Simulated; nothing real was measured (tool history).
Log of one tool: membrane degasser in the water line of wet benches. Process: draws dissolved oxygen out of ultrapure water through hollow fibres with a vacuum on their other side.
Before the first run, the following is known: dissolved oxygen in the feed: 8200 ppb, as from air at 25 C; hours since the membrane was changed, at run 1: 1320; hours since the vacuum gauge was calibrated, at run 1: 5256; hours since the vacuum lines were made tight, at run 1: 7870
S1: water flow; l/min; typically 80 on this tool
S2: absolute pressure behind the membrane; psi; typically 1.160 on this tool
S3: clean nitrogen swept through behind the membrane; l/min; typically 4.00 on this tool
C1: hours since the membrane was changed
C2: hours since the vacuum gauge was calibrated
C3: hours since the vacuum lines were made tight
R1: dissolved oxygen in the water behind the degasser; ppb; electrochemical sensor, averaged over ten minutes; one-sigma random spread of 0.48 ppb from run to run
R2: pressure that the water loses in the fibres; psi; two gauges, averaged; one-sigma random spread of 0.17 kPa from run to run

run 1 hour=0.0 | S1=80 S2=1.160 S3=4.00 | C1=1320 C2=5256 C3=7870 | R1=214.7 R2=4.619
run 2 hour=26.6 | S1=80 S2=1.160 S3=4.00 | C1=1347 C2=5283 C3=7897 | R1=213.8 R2=4.612
run 3 hour=46.4 | S1=51 S2=1.160 S3=4.00 | C1=1366 C2=5302 C3=7917 | R1=140.2 R2=2.940
run 4 hour=84.3 | S1=51 S2=1.160 S3=4.00 | C1=1404 C2=5340 C3=7955 | R1=139.8 R2=2.976
run 5 hour=110.0 | S1=51 S2=1.160 S3=4.00 | C1=1430 C2=5366 C3=7980 | R1=138.8 R2=2.912
run 6 hour=131.3 | S1=51 S2=1.160 S3=4.00 | C1=1451 C2=5387 C3=8002 | R1=139.7 R2=2.943
run 7 hour=162.4 | S1=51 S2=1.160 S3=4.00 | C1=1482 C2=5419 C3=8033 | R1=139.4 R2=2.976
run 8 hour=181.7 | S1=51 S2=1.160 S3=4.00 | C1=1502 C2=5438 C3=8052 | R1=139.4 R2=2.943
run 9 hour=213.5 | S1=51 S2=1.160 S3=4.00 | C1=1534 C2=5470 C3=8084 | R1=138.6 R2=2.934
run 10 hour=235.1 | S1=80 S2=1.160 S3=7.04 | C1=1555 C2=5491 C3=8105 | R1=128.7 R2=4.628
run 11 hour=279.4 | S1=82 S2=1.160 S3=4.00 | C1=1599 C2=5535 C3=8150 | R1=217.1 R2=4.749
run 12 hour=311.4 | S1=82 S2=1.160 S3=4.00 | C1=1631 C2=5567 C3=8182 | R1=215.1 R2=4.780
run 13 hour=351.1 | S1=83 S2=1.160 S3=4.00 | C1=1671 C2=5607 C3=8221 | R1=217.8 R2=4.802
run 14 hour=382.5 | S1=83 S2=1.160 S3=4.00 | C1=1703 C2=5639 C3=8253 | R1=218.2 R2=4.785
run 15 hour=417.0 | S1=83 S2=1.160 S3=4.00 | C1=1737 C2=5673 C3=8287 | R1=217.2 R2=4.799
run 16 hour=437.7 | S1=80 S2=1.160 S3=4.00 | C1=1758 C2=5694 C3=8308 | R1=209.0 R2=4.631
run 17 hour=462.9 | S1=80 S2=0.943 S3=4.00 | C1=1783 C2=5719 C3=8333 | R1=146.4 R2=4.612
run 18 hour=494.4 | S1=80 S2=0.943 S3=4.00 | C1=1814 C2=5751 C3=8365 | R1=146.1 R2=4.643
run 19 hour=516.6 | S1=110 S2=1.160 S3=4.00 | C1=1837 C2=5773 C3=8387 | R1=289.9 R2=6.386
run 20 hour=540.2 | S1=110 S2=1.160 S3=4.00 | C1=1860 C2=5796 C3=8410 | R1=289.4 R2=6.427
-- hour=565.6 gauge calibrated
run 21 hour=575.3 | S1=88 S2=0.798 S3=2.78 | C1=1895 C2=5831 C3=8446 | R1=158.3 R2=5.120
run 22 hour=593.9 | S1=88 S2=1.561 S3=5.47 | C1=1914 C2=5850 C3=8464 | R1=278.2 R2=5.072
run 23 hour=615.9 | S1=88 S2=1.561 S3=5.47 | C1=1936 C2=5872 C3=8486 | R1=277.0 R2=5.115
run 24 hour=642.5 | S1=88 S2=1.616 S3=7.57 | C1=1962 C2=5899 C3=8513 | R1=218.8 R2=5.143
run 25 hour=681.5 | S1=49 S2=1.352 S3=2.48 | C1=2002 C2=5938 C3=8552 | R1=261.5 R2=2.815
run 26 hour=726.5 | S1=49 S2=1.352 S3=2.48 | C1=2047 C2=5983 C3=8597 | R1=259.3 R2=2.840
run 27 hour=765.0 | S1=70 S2=2.010 S3=5.00 | C1=2085 C2=6021 C3=8635 | R1=331.1 R2=4.041
run 28 hour=789.0 | S1=70 S2=2.010 S3=5.00 | C1=2109 C2=6045 C3=8659 | R1=330.4 R2=4.041
run 29 hour=832.4 | S1=90 S2=1.189 S3=2.42 | C1=2152 C2=6089 C3=8703 | R1=367.1 R2=5.220
run 30 hour=853.3 | S1=80 S2=2.483 S3=5.01 | C1=2173 C2=6109 C3=8724 | R1=477.2 R2=4.633
run 31 hour=886.6 | S1=51 S2=1.691 S3=2.87 | C1=2207 C2=6143 C3=8757 | R1=323.2 R2=2.940
run 32 hour=922.3 | S1=80 S2=2.080 S3=8.92 | C1=2242 C2=6178 C3=8792 | R1=231.0 R2=4.631

Subtracting, for every run, the result it would have given without the tool's unlogged condition from the measured result gives the following. The same run-to-run variation enters both numbers; the gauge's scatter may not:
Unlogged tool condition in this case: membrane still open, %; true pressure behind the membrane over the reading, kPa; air that leaks in behind the membrane, l/min; drift of the gauge itself on oxygen_ppb, %; drift of the gauge itself on loss_of_pressure_kpa, %.
run=1 R1=+0.1
run=2 R1=-0.2
run=3 R1=-0.2
run=4 R1=-0.5
run=5 R1=-0.7
run=6 R1=-0.9
run=7 R1=-1.1
run=8 R1=-1.2
run=9 R1=-1.4
run=10 R1=-1.5
run=11 R1=-3.0
run=12 R1=-3.4
run=13 R1=-3.8
run=14 R1=-4.2
run=15 R1=-4.5
run=16 R1=-4.6
run=17 R1=-3.4
run=18 R1=-3.6
run=19 R1=-7.7
run=20 R1=-7.9
run=21 R1=+0.1
run=22 R1=-0.3
run=23 R1=-0.6
run=24 R1=-0.7
run=25 R1=-1.5
run=26 R1=-2.0
run=27 R1=-3.3
run=28 R1=-3.6
run=29 R1=-4.9
run=30 R1=-6.9
run=31 R1=-5.2
run=32 R1=-4.1
R2 without the hidden state stays within 0.001 psi of what was measured, in all runs.

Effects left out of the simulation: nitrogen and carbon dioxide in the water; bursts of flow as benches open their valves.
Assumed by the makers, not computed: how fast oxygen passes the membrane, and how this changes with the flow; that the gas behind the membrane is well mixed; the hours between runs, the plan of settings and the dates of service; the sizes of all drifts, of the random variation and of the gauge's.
